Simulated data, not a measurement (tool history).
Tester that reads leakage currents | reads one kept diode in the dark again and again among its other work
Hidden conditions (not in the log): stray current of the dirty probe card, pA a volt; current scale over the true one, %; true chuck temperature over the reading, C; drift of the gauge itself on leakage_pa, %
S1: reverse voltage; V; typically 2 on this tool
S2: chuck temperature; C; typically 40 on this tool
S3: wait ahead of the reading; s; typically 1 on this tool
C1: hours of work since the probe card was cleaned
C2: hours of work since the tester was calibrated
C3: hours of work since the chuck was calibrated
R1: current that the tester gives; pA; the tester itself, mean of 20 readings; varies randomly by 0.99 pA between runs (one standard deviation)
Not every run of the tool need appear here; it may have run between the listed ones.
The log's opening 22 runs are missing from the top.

-- hour=1361.8 chuck's temperature calibrated
run 23 hour=1411.7 | S1=16.69 S2=44 S3=0.52 | C1=658 C2=2401 C3=31 | R1=1017.05
run 24 hour=1476.8 | S1=1.54 S2=40 S3=1 | C1=699 C2=2441 C3=72 | R1=296.75
run 25 hour=1539.8 | S1=1.21 S2=40 S3=1 | C1=738 C2=2480 C3=111 | R1=267.1
run 26 hour=1609.9 | S1=1.21 S2=25 S3=1 | C1=782 C2=2524 C3=154 | R1=92.32
run 27 hour=1683.6 | S1=1.03 S2=36 S3=0.97 | C1=828 C2=2570 C3=200 | R1=187.29
run 28 hour=1722.9 | S1=2 S2=40 S3=1.97 | C1=852 C2=2594 C3=225 | R1=320.16
run 29 hour=1799.6 | S1=2 S2=40 S3=3.31 | C1=900 C2=2642 C3=273 | R1=316.19
run 30 hour=1861.4 | S1=2 S2=30 S3=2.43 | C1=938 C2=2681 C3=311 | R1=156.64
run 31 hour=1900.5 | S1=2 S2=35 S3=6.91 | C1=963 C2=2705 C3=335 | R1=222.3
run 32 hour=1939 | S1=2 S2=35 S3=6.91 | C1=987 C2=2729 C3=359 | R1=221.22
run 33 hour=2029.7 | S1=2 S2=32 S3=6.91 | C1=1043 C2=2785 C3=416 | R1=176.24
-- hour=2039.4 tester calibrated
run 34 hour=2119.2 | S1=2 S2=32 S3=6.91 | C1=1098 C2=50 C3=470 | R1=170.67
run 35 hour=2169.5 | S1=12.63 S2=44 S3=4.87 | C1=1129 C2=81 C3=502 | R1=810.31
run 36 hour=2218.2 | S1=2 S2=40 S3=9.71 | C1=1159 C2=111 C3=532 | R1=293.23
run 37 hour=2260.9 | S1=1.73 S2=34 S3=1.09 | C1=1186 C2=138 C3=559 | R1=182.03
run 38 hour=2302.6 | S1=1.73 S2=34 S3=1.09 | C1=1212 C2=164 C3=585 | R1=181.19
run 39 hour=2393.3 | S1=2 S2=40 S3=0.37 | C1=1268 C2=220 C3=641 | R1=286.79

Predict each of these 4 candidate next runs independently; none follows another, all start after run 39:
run A hour=2472.1 | S1=1.99 S2=47 S3=6.75 | C1=1317 C2=269 C3=690 | R1=?
run B hour=2472.1 | S1=2 S2=46 S3=4.61 | C1=1317 C2=269 C3=690 | R1=?
run C hour=2472.1 | S1=1.32 S2=40 S3=1.65 | C1=1317 C2=269 C3=690 | R1=?
run D hour=2472.1 | S1=12.79 S2=29 S3=2.02 | C1=1317 C2=269 C3=690 | R1=?

run=A R1=453.02
run=B R1=422.84
run=C R1=238.67
run=D R1=288.49
With the hidden condition removed and each run's random variation left untouched, the same runs would have given:
run=A R1=523.37
run=B R1=488.77
run=C R1=277.23
run=D R1=320.74
